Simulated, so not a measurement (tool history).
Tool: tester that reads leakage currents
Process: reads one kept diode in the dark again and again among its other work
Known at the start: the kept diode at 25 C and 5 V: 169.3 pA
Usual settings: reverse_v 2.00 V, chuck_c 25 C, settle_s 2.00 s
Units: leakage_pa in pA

Run 1, hour 0.0: usual settings. Result: leakage_pa 119.21 pA.
Run 2, hour 29.1: usual settings. Result: leakage_pa 119.30 pA.
Run 3, hour 63.0: usual settings. Result: leakage_pa 119.11 pA.
Run 4, hour 109.7: usual settings. Result: leakage_pa 118.74 pA.
Run 5, hour 134.8: usual settings. Result: leakage_pa 118.77 pA.
Run 6, hour 172.1: usual settings but reverse_v 2.20 V. Result: leakage_pa 122.37 pA.
Run 7, hour 200.4: usual settings. Result: leakage_pa 118.89 pA.
Run 8, hour 246.2: usual settings but chuck_c 33 C. Result: leakage_pa 238.87 pA.
Run 9, hour 287.8: usual settings but settle_s 2.65 s. Result: leakage_pa 118.16 pA.
Run 10, hour 346.5: usual settings. Result: leakage_pa 117.54 pA.
Run 11, hour 388.4: usual settings. Result: leakage_pa 116.99 pA.
Run 12, hour 414.5: usual settings. Result: leakage_pa 117.57 pA.
At hour 422.1: chuck's temperature calibrated.
Run 13, hour 472.1: usual settings. Result: leakage_pa 112.32 pA.
Run 14, hour 531.4: usual settings. Result: leakage_pa 111.69 pA.
Run 15, hour 577.6: usual settings. Result: leakage_pa 110.88 pA.
At hour 607.8: probe card cleaned and baked.
At hour 613.0: chuck's temperature calibrated, once more.
Run 16, hour 631.8: usual settings but reverse_v 8.24 V, settle_s 0.71 s. Result: leakage_pa 201.31 pA.
Run 17, hour 691.2: usual settings but chuck_c 35 C, settle_s 4.43 s. Result: leakage_pa 316.75 pA.
Run 18, hour 733.7: usual settings but reverse_v 2.68 V. Result: leakage_pa 140.28 pA.
Run 19, hour 763.5: usual settings but chuck_c 43 C, settle_s 0.45 s. Result: leakage_pa 621.71 pA.
Run 20, hour 803.1: usual settings but reverse_v 2.39 V, chuck_c 23 C, settle_s 1.46 s. Result: leakage_pa 112.08 pA.
Run 21, hour 856.0: usual settings but reverse_v 6.23 V, chuck_c 21 C, settle_s 3.25 s. Result: leakage_pa 124.12 pA.
Run 22, hour 904.6: usual settings but settle_s 1.29 s. Result: leakage_pa 127.57 pA.
Run 23, hour 938.7: usual settings but settle_s 1.29 s. Result: leakage_pa 126.67 pA.
Run 24, hour 973.8: usual settings but reverse_v 2.70 V, settle_s 1.29 s. Result: leakage_pa 138.24 pA.
Run 25, hour 1006.3: usual settings but reverse_v 12.43 V, settle_s 1.18 s. Result: leakage_pa 224.93 pA.
Run 26, hour 1055.2: usual settings but reverse_v 2.60 V, chuck_c 51 C, settle_s 6.31 s. Result: leakage_pa 1276.31 pA.
Run 27, hour 1085.3: usual settings but reverse_v 5.48 V, chuck_c 30 C, settle_s 5.51 s. Result: leakage_pa 269.68 pA.

Forecast each of these 4 alternatives for the next run:
Run A, hour 1134.9: usual settings but chuck_c 22 C, settle_s 2.52 s. Result: leakage_pa ?.
Run B, hour 1134.9: usual settings but settle_s 0.85 s. Result: leakage_pa ?.
Run C, hour 1134.9: usual settings but reverse_v 5.48 V, chuck_c 30 C, settle_s 0.56 s. Result: leakage_pa ?.
Run D, hour 1134.9: usual settings but reverse_v 5.48 V, chuck_c 22 C, settle_s 5.51 s. Result: leakage_pa ?.

run  leakage_pa
  A       94.42
  B      125.66
  C      273.90
  D      130.43
Without the tool's hidden state the same runs would have given:
run  leakage_pa
  A       96.76
  B      128.94
  C      280.12
  D      132.44
